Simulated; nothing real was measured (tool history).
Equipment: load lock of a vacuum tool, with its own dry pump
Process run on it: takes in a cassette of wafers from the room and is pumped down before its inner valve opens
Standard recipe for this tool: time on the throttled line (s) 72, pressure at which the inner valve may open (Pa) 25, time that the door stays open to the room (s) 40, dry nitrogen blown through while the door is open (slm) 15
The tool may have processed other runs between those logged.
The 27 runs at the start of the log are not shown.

run	hour	time on the throttled line (s)	pressure at which the inner valve may open (Pa)	time that the door stays open to the room (s)	dry nitrogen blown through while the door is open (slm)	incoming humidity of the room's air, %	time from the closed door until the inner valve may open (s)	rise of the pressure with all valves shut (Pa/min)
28	10183.1	81	24	40	15	46	121.9	0.316
# hour 10264.8: dry pump taken out, an overhauled one fitted
29	10609.7	40	39	228	7	46.4	77.3	0.387
30	10888.1	46	38	40	7	43.2	83.2	0.337
31	11125.1	68	19	32	18	44.2	105.4	0.345
32	11445.6	68	19	32	18	45.9	105.7	0.359
33	11715.1	68	19	32	18	45.3	105.6	0.367
34	12064.8	80	24	214	29	43.8	114.5	0.402
35	12595.7	77	49	40	15	44	108.7	0.404
36	13104	72	18	40	7	47.7	110.2	0.435
37	13634.8	72	25	40	20	49.5	108.3	0.447
38	13858.4	72	25	62	15	48.2	107.8	0.47

3 ways to go on from here, each from the tool as it stands after run 38. What would each give?
A	14392	72	43	40	15	45.1	?	?
B	14392	72	25	167	15	47	?	?
C	14392	72	25	99	8	46.6	?	?

run	time from the closed door until the inner valve may open (s)	rise of the pressure with all valves shut (Pa/min)
A	104.9	0.479
B	109	0.507
C	108.5	0.515
Without the tool's unlogged condition, the same runs would have read:
run	time from the closed door until the inner valve may open (s)	rise of the pressure with all valves shut (Pa/min)
A	103.9	0.047
B	107.8	0.078
C	107.3	0.079
